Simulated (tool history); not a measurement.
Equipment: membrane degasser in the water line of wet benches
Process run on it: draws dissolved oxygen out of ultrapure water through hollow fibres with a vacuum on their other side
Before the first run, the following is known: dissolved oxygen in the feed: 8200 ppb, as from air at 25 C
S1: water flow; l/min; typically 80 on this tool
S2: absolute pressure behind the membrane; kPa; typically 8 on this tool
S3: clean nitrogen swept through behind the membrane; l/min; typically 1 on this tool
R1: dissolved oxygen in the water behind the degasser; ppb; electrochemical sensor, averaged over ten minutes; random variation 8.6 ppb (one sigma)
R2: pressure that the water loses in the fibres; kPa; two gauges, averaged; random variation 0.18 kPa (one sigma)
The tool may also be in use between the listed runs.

| run | hour | S1 | S2 | S3 | R1 | R2 |
|---|---|---|---|---|---|---|
| 1 | 0 | 80 | 8 | 1 | 856.5 | 35.32 |
| 2 | 51.2 | 80 | 8 | 1 | 844.4 | 35.13 |
| 3 | 96.7 | 53 | 8 | 1 | 605.6 | 23.26 |
| 4 | 143.5 | 80 | 8 | 1 | 850.7 | 35.18 |
| 5 | 189.2 | 80 | 8 | 1 | 862.8 | 35.32 |
| 6 | 237.2 | 80 | 18.95 | 1 | 1959.2 | 35.31 |
| 7 | 278.2 | 80 | 8 | 1 | 860.1 | 35.23 |
| 8 | 313.8 | 80 | 8 | 1 | 845.9 | 34.95 |
| 9 | 348.9 | 80 | 8 | 1 | 859.7 | 35.04 |
| 10 | 378.2 | 80 | 7.3 | 1 | 762.2 | 35.38 |
| 11 | 422.1 | 80 | 7.3 | 1 | 778.6 | 35.09 |
| 12 | 463.2 | 80 | 7.3 | 1 | 769.4 | 34.99 |
| 13 | 515.6 | 80 | 7.3 | 1 | 785.5 | 35.53 |
| 14 | 568.3 | 80 | 7.3 | 1 | 784 | 35.56 |
| 15 | 592.5 | 80 | 8 | 2.46 | 576.6 | 35.35 |
| 16 | 633.9 | 80 | 11.47 | 1 | 1247.1 | 35.1 |
| 17 | 678.8 | 80 | 11.47 | 1 | 1250.7 | 35.41 |
| 18 | 709.9 | 80 | 8.08 | 1.4 | 742.9 | 34.83 |
| 19 | 731.5 | 70 | 5.16 | 2.45 | 342.6 | 30.91 |
| 20 | 771.7 | 83 | 6.2 | 2.45 | 482.3 | 36.79 |
| 21 | 811.2 | 77 | 8 | 0.52 | 1099 | 34.03 |
| 22 | 838.6 | 75 | 5.66 | 1.84 | 447.8 | 33.21 |
| 23 | 866.4 | 120 | 6.69 | 1.18 | 937.3 | 53.21 |
| 24 | 905.6 | 120 | 6.69 | 1.18 | 916 | 53 |
| 25 | 954 | 85 | 16.27 | 1 | 1796.2 | 37.31 |
| 26 | 996.7 | 85 | 16.27 | 1 | 1771.1 | 37.4 |
| 27 | 1039.4 | 124 | 6.14 | 1.92 | 767.3 | 54.73 |
| 28 | 1085.7 | 90 | 9.83 | 1 | 1153.4 | 39.42 |
| 29 | 1115.3 | 90 | 9.83 | 1 | 1148.2 | 39.81 |
| 30 | 1149.3 | 103 | 13.97 | 1.11 | 1659.9 | 45.48 |
| 31 | 1178.6 | 103 | 6.98 | 0.69 | 1013.5 | 45.61 |
| 32 | 1220.9 | 56 | 12.75 | 1.51 | 809.4 | 24.75 |
| 33 | 1270.3 | 56 | 12.75 | 1.51 | 817.9 | 24.5 |

Forecast each of these 3 alternatives for the next run:
| A | 1321.8 | 115 | 12.75 | 0.73 | ? | ? |
| B | 1321.8 | 54 | 14.22 | 1.51 | ? | ? |
| C | 1321.8 | 56 | 12.75 | 1.51 | ? | ? |

| run | R1 | R2 |
|---|---|---|
| A | 1994.4 | 50.64 |
| B | 875.6 | 24.04 |
| C | 823.6 | 24.64 |
Stripped of hidden state, with their random variation kept, the same runs would have yielded:
| run | R1 | R2 |
|---|---|---|
| A | 1993.3 | 50.62 |
| B | 875 | 24.03 |
| C | 822.9 | 24.63 |

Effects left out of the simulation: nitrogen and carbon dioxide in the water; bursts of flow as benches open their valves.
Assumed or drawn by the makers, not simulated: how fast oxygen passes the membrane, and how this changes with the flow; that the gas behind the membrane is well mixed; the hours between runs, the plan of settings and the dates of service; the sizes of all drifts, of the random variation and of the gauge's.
